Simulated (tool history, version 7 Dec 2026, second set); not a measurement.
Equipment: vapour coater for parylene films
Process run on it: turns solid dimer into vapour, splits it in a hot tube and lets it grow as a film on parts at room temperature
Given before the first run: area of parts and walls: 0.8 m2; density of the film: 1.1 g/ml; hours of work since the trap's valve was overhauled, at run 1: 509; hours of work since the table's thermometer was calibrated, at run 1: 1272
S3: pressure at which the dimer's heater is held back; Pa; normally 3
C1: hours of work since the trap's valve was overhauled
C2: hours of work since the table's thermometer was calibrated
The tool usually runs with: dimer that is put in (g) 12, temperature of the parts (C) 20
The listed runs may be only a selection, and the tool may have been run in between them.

{"run": 1, "hour": 0.0, "dimer that is put in (g)": 12, "temperature of the parts (C)": 20, "S3": 3, "C1": 509, "C2": 1272, "thickness of the film (nm)": 8040}
{"run": 2, "hour": 58.4, "dimer that is put in (g)": 12, "temperature of the parts (C)": 20, "S3": 3, "C1": 539, "C2": 1302, "thickness of the film (nm)": 7830}
{"run": 3, "hour": 119.5, "dimer that is put in (g)": 12, "temperature of the parts (C)": 20, "S3": 3, "C1": 570, "C2": 1334, "thickness of the film (nm)": 7910}
{"hour": 123.4, "done": "table's thermometer calibrated"}
{"run": 4, "hour": 173.6, "dimer that is put in (g)": 12, "temperature of the parts (C)": 20, "S3": 3, "C1": 598, "C2": 26, "thickness of the film (nm)": 7670}
{"run": 5, "hour": 201.8, "dimer that is put in (g)": 12, "temperature of the parts (C)": 31, "S3": 3, "C1": 612, "C2": 41, "thickness of the film (nm)": 6540}
{"run": 6, "hour": 249.3, "dimer that is put in (g)": 12, "temperature of the parts (C)": 31, "S3": 3, "C1": 637, "C2": 65, "thickness of the film (nm)": 6440}
{"run": 7, "hour": 285.2, "dimer that is put in (g)": 12, "temperature of the parts (C)": 20, "S3": 3, "C1": 656, "C2": 84, "thickness of the film (nm)": 7650}
{"hour": 321.6, "done": "trap's valve overhauled"}
{"run": 8, "hour": 337.0, "dimer that is put in (g)": 12, "temperature of the parts (C)": 20, "S3": 4.13, "C1": 8, "C2": 108, "thickness of the film (nm)": 7990}
{"run": 9, "hour": 390.7, "dimer that is put in (g)": 21, "temperature of the parts (C)": 20, "S3": 4.13, "C1": 36, "C2": 136, "thickness of the film (nm)": 14000}
{"run": 10, "hour": 436.9, "dimer that is put in (g)": 12, "temperature of the parts (C)": 13, "S3": 3, "C1": 60, "C2": 160, "thickness of the film (nm)": 9050}
{"run": 11, "hour": 497.8, "dimer that is put in (g)": 12, "temperature of the parts (C)": 13, "S3": 3, "C1": 91, "C2": 192, "thickness of the film (nm)": 9000}
{"run": 12, "hour": 546.9, "dimer that is put in (g)": 6, "temperature of the parts (C)": 20, "S3": 3, "C1": 116, "C2": 217, "thickness of the film (nm)": 4030}
{"run": 13, "hour": 606.7, "dimer that is put in (g)": 14, "temperature of the parts (C)": 20, "S3": 3, "C1": 147, "C2": 248, "thickness of the film (nm)": 9490}
{"run": 14, "hour": 633.8, "dimer that is put in (g)": 14, "temperature of the parts (C)": 20, "S3": 3, "C1": 161, "C2": 262, "thickness of the film (nm)": 9560}
{"run": 15, "hour": 689.9, "dimer that is put in (g)": 12, "temperature of the parts (C)": 20, "S3": 3, "C1": 190, "C2": 291, "thickness of the film (nm)": 8020}
{"run": 16, "hour": 739.3, "dimer that is put in (g)": 12, "temperature of the parts (C)": 20, "S3": 3, "C1": 216, "C2": 316, "thickness of the film (nm)": 7950}
{"run": 17, "hour": 803.2, "dimer that is put in (g)": 12, "temperature of the parts (C)": 20, "S3": 3, "C1": 249, "C2": 349, "thickness of the film (nm)": 8060}
{"run": 18, "hour": 830.9, "dimer that is put in (g)": 20, "temperature of the parts (C)": 20, "S3": 3, "C1": 263, "C2": 364, "thickness of the film (nm)": 13300}
{"run": 19, "hour": 889.4, "dimer that is put in (g)": 20, "temperature of the parts (C)": 20, "S3": 3, "C1": 294, "C2": 394, "thickness of the film (nm)": 13450}
{"run": 20, "hour": 945.9, "dimer that is put in (g)": 20, "temperature of the parts (C)": 20, "S3": 3, "C1": 323, "C2": 423, "thickness of the film (nm)": 13240}
{"run": 21, "hour": 992.2, "dimer that is put in (g)": 20, "temperature of the parts (C)": 20, "S3": 7.32, "C1": 347, "C2": 447, "thickness of the film (nm)": 12130}
{"run": 22, "hour": 1035.9, "dimer that is put in (g)": 20, "temperature of the parts (C)": 20, "S3": 7.32, "C1": 369, "C2": 470, "thickness of the film (nm)": 12270}
{"run": 23, "hour": 1062.3, "dimer that is put in (g)": 20, "temperature of the parts (C)": 20, "S3": 7.32, "C1": 383, "C2": 483, "thickness of the film (nm)": 12050}
{"run": 24, "hour": 1105.7, "dimer that is put in (g)": 12, "temperature of the parts (C)": 20, "S3": 3, "C1": 405, "C2": 506, "thickness of the film (nm)": 7900}
{"run": 25, "hour": 1170.2, "dimer that is put in (g)": 11, "temperature of the parts (C)": 20, "S3": 4.77, "C1": 439, "C2": 539, "thickness of the film (nm)": 6870}
{"run": 26, "hour": 1225.0, "dimer that is put in (g)": 11, "temperature of the parts (C)": 20, "S3": 2.22, "C1": 467, "C2": 568, "thickness of the film (nm)": 7440}
{"run": 27, "hour": 1260.4, "dimer that is put in (g)": 18, "temperature of the parts (C)": 20, "S3": 3, "C1": 485, "C2": 586, "thickness of the film (nm)": 11860}
{"run": 28, "hour": 1296.9, "dimer that is put in (g)": 6, "temperature of the parts (C)": 22, "S3": 3, "C1": 504, "C2": 605, "thickness of the film (nm)": 3820}
{"run": 29, "hour": 1329.0, "dimer that is put in (g)": 10, "temperature of the parts (C)": 20, "S3": 3, "C1": 521, "C2": 621, "thickness of the film (nm)": 6490}
{"run": 30, "hour": 1359.8, "dimer that is put in (g)": 12, "temperature of the parts (C)": 15, "S3": 9.79, "C1": 537, "C2": 637, "thickness of the film (nm)": 7430}
{"run": 31, "hour": 1391.7, "dimer that is put in (g)": 22, "temperature of the parts (C)": 20, "S3": 3, "C1": 553, "C2": 654, "thickness of the film (nm)": 14370}
{"run": 32, "hour": 1436.8, "dimer that is put in (g)": 19, "temperature of the parts (C)": 17, "S3": 7.19, "C1": 577, "C2": 677, "thickness of the film (nm)": 11900}
{"run": 33, "hour": 1496.9, "dimer that is put in (g)": 9, "temperature of the parts (C)": 32, "S3": 10.14, "C1": 608, "C2": 708, "thickness of the film (nm)": 4240}
{"run": 34, "hour": 1530.0, "dimer that is put in (g)": 9, "temperature of the parts (C)": 32, "S3": 10.14, "C1": 625, "C2": 725, "thickness of the film (nm)": 4280}
{"run": 35, "hour": 1584.8, "dimer that is put in (g)": 18, "temperature of the parts (C)": 23, "S3": 3.93, "C1": 653, "C2": 754, "thickness of the film (nm)": 10580}
{"hour": 1622.1, "done": "trap's valve overhauled"}
{"run": 36, "hour": 1646.3, "dimer that is put in (g)": 12, "temperature of the parts (C)": 17, "S3": 3, "C1": 13, "C2": 783, "thickness of the film (nm)": 8680}
{"run": 37, "hour": 1699.1, "dimer that is put in (g)": 17, "temperature of the parts (C)": 26, "S3": 3, "C1": 40, "C2": 811, "thickness of the film (nm)": 10650}
{"run": 38, "hour": 1747.6, "dimer that is put in (g)": 17, "temperature of the parts (C)": 26, "S3": 3, "C1": 65, "C2": 836, "thickness of the film (nm)": 10590}
{"run": 39, "hour": 1774.0, "dimer that is put in (g)": 16, "temperature of the parts (C)": 18, "S3": 8.07, "C1": 79, "C2": 849, "thickness of the film (nm)": 10310}
{"run": 40, "hour": 1816.1, "dimer that is put in (g)": 9, "temperature of the parts (C)": 32, "S3": 3, "C1": 100, "C2": 871, "thickness of the film (nm)": 5060}
{"run": 41, "hour": 1844.3, "dimer that is put in (g)": 10, "temperature of the parts (C)": 31, "S3": 11.92, "C1": 115, "C2": 886, "thickness of the film (nm)": 5030}
{"run": 42, "hour": 1894.5, "dimer that is put in (g)": 7, "temperature of the parts (C)": 22, "S3": 8.02, "C1": 141, "C2": 912, "thickness of the film (nm)": 4210}
{"run": 43, "hour": 1958.0, "dimer that is put in (g)": 10, "temperature of the parts (C)": 19, "S3": 2.77, "C1": 174, "C2": 945, "thickness of the film (nm)": 7000}
{"run": 44, "hour": 1989.2, "dimer that is put in (g)": 17, "temperature of the parts (C)": 20, "S3": 8.56, "C1": 190, "C2": 961, "thickness of the film (nm)": 10250}
{"run": 45, "hour": 2026.3, "dimer that is put in (g)": 5, "temperature of the parts (C)": 31, "S3": 3.98, "C1": 209, "C2": 980, "thickness of the film (nm)": 2740}
{"run": 46, "hour": 2086.9, "dimer that is put in (g)": 5, "temperature of the parts (C)": 31, "S3": 3.98, "C1": 240, "C2": 1011, "thickness of the film (nm)": 2750}
{"run": 47, "hour": 2135.4, "dimer that is put in (g)": 8, "temperature of the parts (C)": 20, "S3": 10.74, "C1": 265, "C2": 1036, "thickness of the film (nm)": 4760}

The logged runs with the hidden state left out (each run's random variation unchanged):
Hidden state present: vapour lost through the trap's worn valve, %; true temperature of the parts over the reading, C; drift of the gauge itself on film_um, %.
run=1 thickness_of_the_film_(nm)=8340
run=2 thickness_of_the_film_(nm)=8140
run=3 thickness_of_the_film_(nm)=8240
run=4 thickness_of_the_film_(nm)=8210
run=5 thickness_of_the_film_(nm)=7000
run=6 thickness_of_the_film_(nm)=6910
run=7 thickness_of_the_film_(nm)=8230
run=8 thickness_of_the_film_(nm)=8030
run=9 thickness_of_the_film_(nm)=14090
run=10 thickness_of_the_film_(nm)=9130
run=11 thickness_of_the_film_(nm)=9100
run=12 thickness_of_the_film_(nm)=4090
run=13 thickness_of_the_film_(nm)=9640
run=14 thickness_of_the_film_(nm)=9720
run=15 thickness_of_the_film_(nm)=8180
run=16 thickness_of_the_film_(nm)=8120
run=17 thickness_of_the_film_(nm)=8260
run=18 thickness_of_the_film_(nm)=13640
run=19 thickness_of_the_film_(nm)=13840
run=20 thickness_of_the_film_(nm)=13660
run=21 thickness_of_the_film_(nm)=12540
run=22 thickness_of_the_film_(nm)=12710
run=23 thickness_of_the_film_(nm)=12500
run=24 thickness_of_the_film_(nm)=8210
run=25 thickness_of_the_film_(nm)=7160
run=26 thickness_of_the_film_(nm)=7770
run=27 thickness_of_the_film_(nm)=12420
run=28 thickness_of_the_film_(nm)=4000
run=29 thickness_of_the_film_(nm)=6820
run=30 thickness_of_the_film_(nm)=7820
run=31 thickness_of_the_film_(nm)=15150
run=32 thickness_of_the_film_(nm)=12560
run=33 thickness_of_the_film_(nm)=4490
run=34 thickness_of_the_film_(nm)=4540
run=35 thickness_of_the_film_(nm)=11250
run=36 thickness_of_the_film_(nm)=8610
run=37 thickness_of_the_film_(nm)=10590
run=38 thickness_of_the_film_(nm)=10550
run=39 thickness_of_the_film_(nm)=10280
run=40 thickness_of_the_film_(nm)=5050
run=41 thickness_of_the_film_(nm)=5030
run=42 thickness_of_the_film_(nm)=4220
run=43 thickness_of_the_film_(nm)=7030
run=44 thickness_of_the_film_(nm)=10320
run=45 thickness_of_the_film_(nm)=2770
run=46 thickness_of_the_film_(nm)=2780
run=47 thickness_of_the_film_(nm)=4830
